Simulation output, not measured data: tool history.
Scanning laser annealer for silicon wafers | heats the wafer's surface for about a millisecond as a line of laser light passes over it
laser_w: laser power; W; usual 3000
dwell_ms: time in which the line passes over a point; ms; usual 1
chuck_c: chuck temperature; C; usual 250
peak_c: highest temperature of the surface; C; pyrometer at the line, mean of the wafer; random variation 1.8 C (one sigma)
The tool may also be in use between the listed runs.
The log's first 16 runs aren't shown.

run,day,laser_w,dwell_ms,chuck_c,hours of work since the window was cleaned,hours of work since the power meter was calibrated,hours of work since the optics were aligned,peak_c
17,11.421,2843,1,250,83,303,36,970
18,11.962,2634,0.74,226,90,311,44,782
19,12.658,2634,0.74,240,100,321,54,793
20,13.425,3125,0.76,216,111,332,65,894
21,14.225,3000,0.97,246,123,343,76,995
22,14.967,3000,0.97,246,133,353,86,994
23,15.433,2938,1.05,266,140,360,93,1031
24,15.988,3203,0.8,250,148,368,101,967
25,16.729,2648,0.94,261,158,378,112,900
26,17.242,2617,1.15,238,165,386,119,949
27,18.029,2879,0.98,250,177,397,130,971
28,18.938,3000,1.15,214,190,410,143,1036
29,19.358,2628,0.9,275,196,416,149,891
30,19.917,3000,1.05,250,204,424,157,1030
31,20.838,2964,0.83,236,217,437,170,905
32,21.783,3154,0.76,214,230,450,183,892

Forecast each of these 4 alternatives for the next run:
A,22.704,3154,1.03,214,243,463,197,?
B,22.704,3038,0.8,250,243,463,197,?
C,22.704,3000,0.84,276,243,463,197,?
D,22.704,2695,1,250,243,463,197,?

run,peak_c
A,1030
B,918
C,959
D,920
Without the tool's hidden state the same runs would have given:
run,peak_c
A,1045
B,930
C,972
D,932
